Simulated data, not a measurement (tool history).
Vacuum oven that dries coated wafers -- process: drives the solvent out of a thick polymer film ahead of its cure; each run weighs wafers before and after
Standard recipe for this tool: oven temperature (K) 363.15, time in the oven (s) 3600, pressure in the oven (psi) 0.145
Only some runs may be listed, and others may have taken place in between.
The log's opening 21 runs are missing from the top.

run 22 hour=1037.6 | oven_temperature_(K)=357.15 time_in_the_oven_(s)=5820 pressure_in_the_oven_(psi)=0.144 | solvent_left_in_the_film_(%)=2.88
run 23 hour=1091.0 | oven_temperature_(K)=357.15 time_in_the_oven_(s)=5820 pressure_in_the_oven_(psi)=0.144 | solvent_left_in_the_film_(%)=2.89
run 24 hour=1151.6 | oven_temperature_(K)=357.15 time_in_the_oven_(s)=5820 pressure_in_the_oven_(psi)=0.144 | solvent_left_in_the_film_(%)=2.91
run 25 hour=1209.1 | oven_temperature_(K)=351.15 time_in_the_oven_(s)=4980 pressure_in_the_oven_(psi)=0.145 | solvent_left_in_the_film_(%)=5.10
-- hour=1222.8 vacuum gauge cleaned of residue and calibrated
run 26 hour=1276.0 | oven_temperature_(K)=351.15 time_in_the_oven_(s)=4980 pressure_in_the_oven_(psi)=0.145 | solvent_left_in_the_film_(%)=4.68
run 27 hour=1341.9 | oven_temperature_(K)=351.15 time_in_the_oven_(s)=4980 pressure_in_the_oven_(psi)=0.145 | solvent_left_in_the_film_(%)=4.65
run 28 hour=1390.7 | oven_temperature_(K)=354.15 time_in_the_oven_(s)=2040 pressure_in_the_oven_(psi)=0.345 | solvent_left_in_the_film_(%)=8.68
run 29 hour=1439.3 | oven_temperature_(K)=363.15 time_in_the_oven_(s)=3600 pressure_in_the_oven_(psi)=0.248 | solvent_left_in_the_film_(%)=3.35
run 30 hour=1500.1 | oven_temperature_(K)=363.15 time_in_the_oven_(s)=5460 pressure_in_the_oven_(psi)=0.145 | solvent_left_in_the_film_(%)=1.67
run 31 hour=1560.4 | oven_temperature_(K)=363.15 time_in_the_oven_(s)=3600 pressure_in_the_oven_(psi)=0.083 | solvent_left_in_the_film_(%)=2.27
run 32 hour=1619.4 | oven_temperature_(K)=363.15 time_in_the_oven_(s)=3360 pressure_in_the_oven_(psi)=0.274 | solvent_left_in_the_film_(%)=3.67
run 33 hour=1675.8 | oven_temperature_(K)=353.15 time_in_the_oven_(s)=2220 pressure_in_the_oven_(psi)=0.229 | solvent_left_in_the_film_(%)=7.92
-- hour=1681.8 oven's thermocouples calibrated
run 34 hour=1735.8 | oven_temperature_(K)=367.15 time_in_the_oven_(s)=3600 pressure_in_the_oven_(psi)=0.238 | solvent_left_in_the_film_(%)=2.65

Each row is a separate what-if for the run after 34, all from the same tool condition, not one after another. Results?
run A hour=1769.5 | oven_temperature_(K)=354.15 time_in_the_oven_(s)=1860 pressure_in_the_oven_(psi)=0.110 | solvent_left_in_the_film_(%)=?
run B hour=1769.5 | oven_temperature_(K)=367.15 time_in_the_oven_(s)=4020 pressure_in_the_oven_(psi)=0.238 | solvent_left_in_the_film_(%)=?
run C hour=1769.5 | oven_temperature_(K)=359.15 time_in_the_oven_(s)=3600 pressure_in_the_oven_(psi)=0.238 | solvent_left_in_the_film_(%)=?
run D hour=1769.5 | oven_temperature_(K)=363.15 time_in_the_oven_(s)=3600 pressure_in_the_oven_(psi)=0.186 | solvent_left_in_the_film_(%)=?

run=A solvent_left_in_the_film_(%)=7.96
run=B solvent_left_in_the_film_(%)=2.42
run=C solvent_left_in_the_film_(%)=4.74
run=D solvent_left_in_the_film_(%)=3.31
Take away the tool's hidden state, keep each run's random variation, and the runs would have read:
run=A solvent_left_in_the_film_(%)=7.80
run=B solvent_left_in_the_film_(%)=2.27
run=C solvent_left_in_the_film_(%)=4.55
run=D solvent_left_in_the_film_(%)=3.13
